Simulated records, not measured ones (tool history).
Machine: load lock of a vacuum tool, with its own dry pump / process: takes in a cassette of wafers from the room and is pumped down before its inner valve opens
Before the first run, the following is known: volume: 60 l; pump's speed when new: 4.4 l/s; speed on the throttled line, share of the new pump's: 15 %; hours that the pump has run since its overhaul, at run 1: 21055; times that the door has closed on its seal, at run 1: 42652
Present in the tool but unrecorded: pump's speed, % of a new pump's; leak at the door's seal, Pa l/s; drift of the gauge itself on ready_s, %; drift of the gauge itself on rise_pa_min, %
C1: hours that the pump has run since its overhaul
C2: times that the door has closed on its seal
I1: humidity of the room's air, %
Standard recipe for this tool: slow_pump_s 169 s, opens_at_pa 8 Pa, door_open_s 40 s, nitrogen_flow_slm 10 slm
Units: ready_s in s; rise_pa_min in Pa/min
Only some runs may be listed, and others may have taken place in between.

Run 1, hour 0.0: usual settings; C1 21055; C2 42652; I1 43.3. Result: ready_s 273.8 s, rise_pa_min 0.048 Pa/min.
Run 2, hour 283.9: usual settings; C1 21339; C2 43287; I1 44.1. Result: ready_s 275.4 s, rise_pa_min 0.041 Pa/min.
At hour 494.6: door's seal changed, seat wiped.
Run 3, hour 824.5: usual settings but slow_pump_s 170 s; C1 21878; C2 738; I1 47.8. Result: ready_s 275.6 s, rise_pa_min 0.053 Pa/min.
Run 4, hour 1132.0: usual settings but opens_at_pa 6 Pa; C1 22186; C2 1426; I1 43.8. Result: ready_s 280.3 s, rise_pa_min 0.042 Pa/min.
At hour 1488.8: dry pump taken out, an overhauled one fitted.
Run 5, hour 1559.4: usual settings but opens_at_pa 6 Pa; C1 71; C2 2369; I1 45.6. Result: ready_s 276.7 s, rise_pa_min 0.045 Pa/min.
Run 6, hour 2028.7: usual settings but opens_at_pa 6 Pa; C1 540; C2 3418; I1 41.5. Result: ready_s 280.5 s, rise_pa_min 0.044 Pa/min.
Run 7, hour 2549.7: usual settings but slow_pump_s 233 s, opens_at_pa 6 Pa; C1 1061; C2 4584; I1 44.3. Result: ready_s 335.3 s, rise_pa_min 0.046 Pa/min.
Run 8, hour 2877.1: usual settings but slow_pump_s 233 s, opens_at_pa 6 Pa; C1 1388; C2 5316; I1 45.9. Result: ready_s 332.8 s, rise_pa_min 0.044 Pa/min.
Run 9, hour 3340.9: usual settings; C1 1852; C2 6353; I1 41.6. Result: ready_s 272.1 s, rise_pa_min 0.042 Pa/min.
Run 10, hour 3894.9: usual settings but door_open_s 72 s; C1 2406; C2 7593; I1 42.3. Result: ready_s 273.3 s, rise_pa_min 0.056 Pa/min.
Run 11, hour 4321.4: usual settings but door_open_s 72 s; C1 2833; C2 8547; I1 43.4. Result: ready_s 270.0 s, rise_pa_min 0.064 Pa/min.
Run 12, hour 4650.5: usual settings but slow_pump_s 115 s; C1 3162; C2 9283; I1 48.8. Result: ready_s 229.1 s, rise_pa_min 0.046 Pa/min.
Run 13, hour 5155.5: usual settings but door_open_s 31 s; C1 3667; C2 10412; I1 45.7. Result: ready_s 277.1 s, rise_pa_min 0.032 Pa/min.
Run 14, hour 5539.8: usual settings but opens_at_pa 16 Pa; C1 4051; C2 11272; I1 43.7. Result: ready_s 263.4 s, rise_pa_min 0.039 Pa/min.
Run 15, hour 6174.6: usual settings but opens_at_pa 16 Pa; C1 4686; C2 12692; I1 45.3. Result: ready_s 265.4 s, rise_pa_min 0.044 Pa/min.
Run 16, hour 6828.8: usual settings but opens_at_pa 16 Pa; C1 5340; C2 14155; I1 41.8. Result: ready_s 263.8 s, rise_pa_min 0.040 Pa/min.
Run 17, hour 7256.3: usual settings but door_open_s 66 s; C1 5768; C2 15111; I1 42.2. Result: ready_s 275.5 s, rise_pa_min 0.057 Pa/min.
Run 18, hour 7946.2: usual settings but opens_at_pa 9 Pa, door_open_s 66 s; C1 6457; C2 16655; I1 48.2. Result: ready_s 272.7 s, rise_pa_min 0.065 Pa/min.
Run 19, hour 8555.3: usual settings but slow_pump_s 232 s, opens_at_pa 9 Pa, door_open_s 214 s, nitrogen_flow_slm 14 slm; C1 7067; C2 18017; I1 45.0. Result: ready_s 327.7 s, rise_pa_min 0.138 Pa/min.
Run 20, hour 8923.8: usual settings but opens_at_pa 6 Pa; C1 7435; C2 18841; I1 47.2. Result: ready_s 277.9 s, rise_pa_min 0.050 Pa/min.
Run 21, hour 9298.7: usual settings but opens_at_pa 6 Pa; C1 7810; C2 19680; I1 43.6. Result: ready_s 280.5 s, rise_pa_min 0.042 Pa/min.
Run 22, hour 9794.5: usual settings but opens_at_pa 6 Pa; C1 8306; C2 20789; I1 42.8. Result: ready_s 279.7 s, rise_pa_min 0.043 Pa/min.
Run 23, hour 10390.7: usual settings but slow_pump_s 85 s, nitrogen_flow_slm 4 slm; C1 8902; C2 22122; I1 47.4. Result: ready_s 203.5 s, rise_pa_min 0.051 Pa/min.
Run 24, hour 10846.4: usual settings but slow_pump_s 231 s, opens_at_pa 9 Pa, door_open_s 216 s, nitrogen_flow_slm 28 slm; C1 9358; C2 23142; I1 42.6. Result: ready_s 326.6 s, rise_pa_min 0.104 Pa/min.
Run 25, hour 11335.6: usual settings but slow_pump_s 231 s, opens_at_pa 9 Pa, door_open_s 216 s, nitrogen_flow_slm 28 slm; C1 9847; C2 24236; I1 45.2. Result: ready_s 326.3 s, rise_pa_min 0.107 Pa/min.
Run 26, hour 11972.6: usual settings but slow_pump_s 231 s, opens_at_pa 9 Pa, door_open_s 31 s, nitrogen_flow_slm 28 slm; C1 10484; C2 25661; I1 44.2. Result: ready_s 323.8 s, rise_pa_min 0.025 Pa/min.
Run 27, hour 12362.4: usual settings but nitrogen_flow_slm 4 slm; C1 10874; C2 26533; I1 48.3. Result: ready_s 275.5 s, rise_pa_min 0.058 Pa/min.

Estimate the outcome of run 28 from the log above:
Run 28, hour 12686.5: usual settings but slow_pump_s 181 s, door_open_s 120 s; C1 11198; C2 27258; I1 46.7. Result: ready_s ?, rise_pa_min ?.

{"run 28": {"ready_s": 283.6, "rise_pa_min": 0.102}}
With no hidden state in the tool, this same run would have given ready_s 283.6 s, rise_pa_min 0.101 Pa/min.
